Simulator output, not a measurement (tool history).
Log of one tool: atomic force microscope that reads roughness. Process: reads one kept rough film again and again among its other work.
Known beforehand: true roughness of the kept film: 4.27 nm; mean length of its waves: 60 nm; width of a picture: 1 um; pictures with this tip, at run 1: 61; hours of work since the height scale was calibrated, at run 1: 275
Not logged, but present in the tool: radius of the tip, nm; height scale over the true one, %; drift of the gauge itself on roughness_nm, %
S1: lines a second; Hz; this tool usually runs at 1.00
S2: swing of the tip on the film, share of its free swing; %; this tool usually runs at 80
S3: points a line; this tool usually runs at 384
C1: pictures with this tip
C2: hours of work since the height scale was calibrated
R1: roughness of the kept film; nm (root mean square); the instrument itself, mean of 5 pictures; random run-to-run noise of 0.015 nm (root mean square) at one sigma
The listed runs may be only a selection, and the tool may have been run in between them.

run	day	S1	S2	S3	C1	C2	R1
1	0.000	1.00	80	384	61	275	3.360
# day 0.138: new tip fitted
2	0.567	1.00	80	384	9	282	3.680
3	0.946	1.00	80	384	17	287	3.613
4	1.542	1.00	80	287	29	295	3.535
5	2.104	1.00	80	384	41	303	3.464
6	2.688	1.00	80	384	53	311	3.378
7	3.092	1.00	80	384	61	316	3.364
# day 3.217: new tip fitted
8	3.450	1.00	80	384	5	320	3.706
9	4.067	1.00	80	838	17	329	3.646
10	4.433	3.60	80	384	25	334	2.863
11	4.908	0.68	81	271	35	340	3.584
12	5.358	2.82	81	269	44	346	2.926
13	5.692	1.00	64	425	51	351	3.624
14	6.133	1.45	64	657	60	357	3.503
# day 6.317: new tip fitted
15	6.704	1.45	64	388	8	364	3.839
16	7.062	0.83	64	388	16	369	3.864
17	7.542	1.49	80	384	25	375	3.417
18	7.917	0.74	87	384	33	380	3.511

Predict each of these 3 candidate next runs independently; none follows another, all start after run 18:
A	8.321	1.05	63	330	41	386	?
B	8.321	1.00	63	384	41	386	?
C	8.321	0.74	69	279	41	386	?

run	R1
A	3.682
B	3.684
C	3.669
Without the tool's hidden state the same runs would have given:
run	R1
A	3.956
B	3.958
C	3.942
